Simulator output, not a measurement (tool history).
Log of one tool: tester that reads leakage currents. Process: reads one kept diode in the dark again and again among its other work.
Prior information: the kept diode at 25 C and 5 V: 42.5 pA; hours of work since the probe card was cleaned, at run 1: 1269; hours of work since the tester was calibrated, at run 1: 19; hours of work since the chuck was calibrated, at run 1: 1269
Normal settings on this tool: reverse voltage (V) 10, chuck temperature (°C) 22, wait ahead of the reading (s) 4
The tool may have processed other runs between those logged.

run	hour	reverse voltage (V)	chuck temperature (°C)	wait ahead of the reading (s)	hours of work since the probe card was cleaned	hours of work since the tester was calibrated	hours of work since the chuck was calibrated	current that the tester gives (pA)
1	0	10	22	4	1269	19	1269	42.24
2	23.9	10	22	4	1286	36	1286	42.18
3	73.4	10	22	4	1320	71	1320	42.28
4	122	10	22	0.51	1354	105	1354	44.99
5	146.2	10	22	0.51	1371	122	1371	44.73
6	185.8	10	22	0.51	1399	149	1399	44.54
7	207.1	10	22	0.51	1414	164	1414	44.55
8	245.1	10	22	0.51	1440	191	1440	44.57
9	281.4	10	52	4	1466	216	1466	542.18
10	307.8	10	52	4	1484	235	1484	542.73
11	349.6	10	22	1.44	1514	264	1514	42.25
12	393.1	10	22	1.44	1544	294	1544	42.29
13	417.9	10	22	1.44	1561	312	1561	42.19
14	438.4	10	22	1.44	1576	326	1576	42.37
15	486	10	22	1.44	1609	359	1609	42.09
16	525.8	10	22	1.44	1637	387	1637	42.17
# hour 530.5: chuck's temperature calibrated
17	553.3	10	22	1.44	1655	405	16	38.98
18	592.9	10	22	1.44	1682	433	44	38.91
19	643	10	22	1.44	1717	468	79	38.86
# hour 688.5: chuck's temperature calibrated, once more
20	689.7	10	22	1.44	1749	499	1	49.52
21	726.4	10	22	1.44	1774	525	27	49.04
22	750.9	10	22	1.44	1792	542	44	49.19
23	777.3	10	32	4	1810	560	62	116.68
24	823.4	10	32	4	1842	593	94	116.7
25	853.6	2.7	54	0.87	1863	614	115	364.31
# hour 866.5: probe card cleaned and baked
26	906.4	10	24	4	28	649	150	55.27
27	950.4	14.7	41	0.67	59	679	181	304.28
28	999.6	14.7	41	0.67	93	714	216	303.46
29	1043.1	3.7	49	4	124	744	246	284.79
30	1074.4	3.7	49	4	145	766	268	285.36
31	1100.2	10	30	3.17	163	784	286	94.46
32	1129.1	2.5	29	4	184	804	306	42.56
33	1150.9	1.2	50	0.9	199	820	321	172.33
34	1189.4	1.3	22	4	226	847	348	15.74
35	1223.2	1.3	22	4	250	870	372	15.76
36	1260.3	3.9	21	6.81	276	896	398	25.28
37	1295.4	15.2	22	4	300	921	423	55.92
38	1329.2	15.2	22	4	324	944	446	55.96
39	1370.8	15.2	22	4	353	973	475	56.24

What if the next run were any one of these 3? Each begins from the tool's condition after run 39:
A	1415.7	15.2	44	4	384	1005	507	?
B	1415.7	10	36	4	384	1005	507	?
C	1415.7	10.5	50	2.73	384	1005	507	?

run	current that the tester gives (pA)
A	383.4
B	158.59
C	517.06
Take away the tool's hidden state, keep each run's random variation, and the runs would have read:
run	current that the tester gives (pA)
A	396.31
B	164.05
C	534.25
